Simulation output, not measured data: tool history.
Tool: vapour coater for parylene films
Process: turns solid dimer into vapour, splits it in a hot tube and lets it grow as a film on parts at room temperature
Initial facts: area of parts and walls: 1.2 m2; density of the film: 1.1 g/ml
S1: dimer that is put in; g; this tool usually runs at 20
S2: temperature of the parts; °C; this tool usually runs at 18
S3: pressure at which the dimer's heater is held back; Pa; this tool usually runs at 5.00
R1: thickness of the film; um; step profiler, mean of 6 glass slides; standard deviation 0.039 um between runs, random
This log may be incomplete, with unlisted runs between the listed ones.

Run 1, hour 0.0: usual settings. Result: R1 9.22 um.
Run 2, hour 54.9: usual settings. Result: R1 9.12 um.
Run 3, hour 100.6: usual settings. Result: R1 9.15 um.
Run 4, hour 140.6: usual settings. Result: R1 9.07 um.
Run 5, hour 196.7: usual settings. Result: R1 9.04 um.
Run 6, hour 223.1: usual settings. Result: R1 8.99 um.
At hour 227.1: table's thermometer calibrated.
Run 7, hour 261.0: usual settings. Result: R1 8.97 um.
Run 8, hour 294.7: usual settings. Result: R1 8.98 um.
Run 9, hour 325.1: usual settings. Result: R1 8.94 um.
At hour 357.0: table's thermometer calibrated, once more.
Run 10, hour 376.7: usual settings. Result: R1 8.65 um.
At hour 415.8: trap's valve overhauled.
Run 11, hour 415.8: usual settings but S1 24 g, S2 10 °C, S3 5.44 Pa. Result: R1 16.32 um.
Run 12, hour 439.2: usual settings but S1 8 g, S2 21 °C. Result: R1 3.19 um.
Run 13, hour 467.6: usual settings but S3 2.88 Pa. Result: R1 10.29 um.
Run 14, hour 519.2: usual settings but S2 16 °C, S3 6.37 Pa. Result: R1 9.72 um.
Run 15, hour 547.5: usual settings but S2 16 °C, S3 6.37 Pa. Result: R1 9.71 um.
Run 16, hour 587.7: usual settings but S1 18 g, S2 15 °C, S3 6.37 Pa. Result: R1 9.07 um.
Run 17, hour 619.0: usual settings but S1 18 g, S2 15 °C, S3 6.37 Pa. Result: R1 9.08 um.
Run 18, hour 648.3: usual settings but S1 14 g, S2 19 °C, S3 3.25 Pa. Result: R1 6.57 um.
Run 19, hour 687.5: usual settings but S1 14 g, S2 19 °C, S3 9.99 Pa. Result: R1 5.27 um.
Run 20, hour 716.2: usual settings but S1 16 g, S2 23 °C. Result: R1 5.63 um.

Selected run-to-run steps in R1, each split into two signed amounts: the part the tool would show with no hidden state at all (from settings, incoming material and random variation), and the remainder, which goes to the hidden state together with any gauge scatter not common to the measured and the hidden-state-free results:
Hidden state at play: vapour lost through the trap's worn valve, %; true temperature of the parts over the reading, C; drift of the gauge itself on film_um, %.
Run 9 -> 10: table's thermometer calibrated, once more. R1 -0.29 um: hidden state -0.19, all else -0.10.
Run 10 -> 11: S1 20 -> 24, S2 18 -> 10, S3 5.00 -> 5.44, trap's valve overhauled. R1 +7.67 um: hidden state +0.55, all else +7.12.
Run 11 -> 12: S1 24 -> 8, S2 10 -> 21, S3 5.44 -> 5.00. R1 -13.13 um: hidden state +0.10, all else -13.23.

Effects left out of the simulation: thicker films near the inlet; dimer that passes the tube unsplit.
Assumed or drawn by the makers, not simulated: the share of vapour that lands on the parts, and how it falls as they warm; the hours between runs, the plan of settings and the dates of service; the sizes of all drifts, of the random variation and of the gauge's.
